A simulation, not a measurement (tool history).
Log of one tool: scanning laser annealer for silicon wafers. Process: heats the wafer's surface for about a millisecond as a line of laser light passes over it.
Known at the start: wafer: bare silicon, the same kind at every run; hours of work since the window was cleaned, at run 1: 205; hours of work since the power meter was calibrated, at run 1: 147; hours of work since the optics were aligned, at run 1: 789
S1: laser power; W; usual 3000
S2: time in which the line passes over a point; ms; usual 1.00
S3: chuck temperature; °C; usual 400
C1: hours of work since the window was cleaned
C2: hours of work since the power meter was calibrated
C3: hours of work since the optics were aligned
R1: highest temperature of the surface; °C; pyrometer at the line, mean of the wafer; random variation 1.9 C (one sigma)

| run | hour | S1 | S2 | S3 | C1 | C2 | C3 | R1 |
|---|---|---|---|---|---|---|---|---|
| 1 | 0.0 | 3000 | 1.00 | 400 | 205 | 147 | 789 | 1114 |
| 2 | 23.3 | 3000 | 1.00 | 400 | 214 | 156 | 798 | 1119 |
| 3 | 65.0 | 3000 | 1.00 | 400 | 231 | 173 | 815 | 1115 |
| 4 | 110.8 | 3000 | 1.00 | 400 | 249 | 192 | 834 | 1110 |
| 5 | 153.6 | 3000 | 1.00 | 400 | 267 | 209 | 851 | 1115 |
| 6 | 173.7 | 3000 | 1.00 | 400 | 275 | 217 | 859 | 1115 |
| 7 | 210.2 | 3000 | 1.00 | 400 | 290 | 232 | 874 | 1111 |
|  | 215.4 | window over the wafer cleaned |
| 8 | 233.9 | 3000 | 1.00 | 400 | 8 | 241 | 883 | 1106 |
| 9 | 270.7 | 2613 | 1.00 | 411 | 22 | 255 | 897 | 1027 |
| 10 | 292.7 | 2613 | 1.00 | 411 | 31 | 264 | 906 | 1028 |
| 11 | 329.1 | 2613 | 1.00 | 411 | 46 | 279 | 921 | 1030 |
| 12 | 373.0 | 2654 | 0.72 | 400 | 64 | 297 | 939 | 940 |
| 13 | 401.9 | 3000 | 0.76 | 400 | 75 | 308 | 950 | 1028 |

Hidden state at the last listed run before each entry between runs and at the first one after, where it differs:
Between runs 7 and 8: window over the wafer cleaned (hour 215.4)
  light that passes the window, % of a clean one's: 98.29 -> 97.59; width of the line over the set one, %: 2.4 -> 2.42
  measured less the result without the state, R1: -18 -> -23 °C
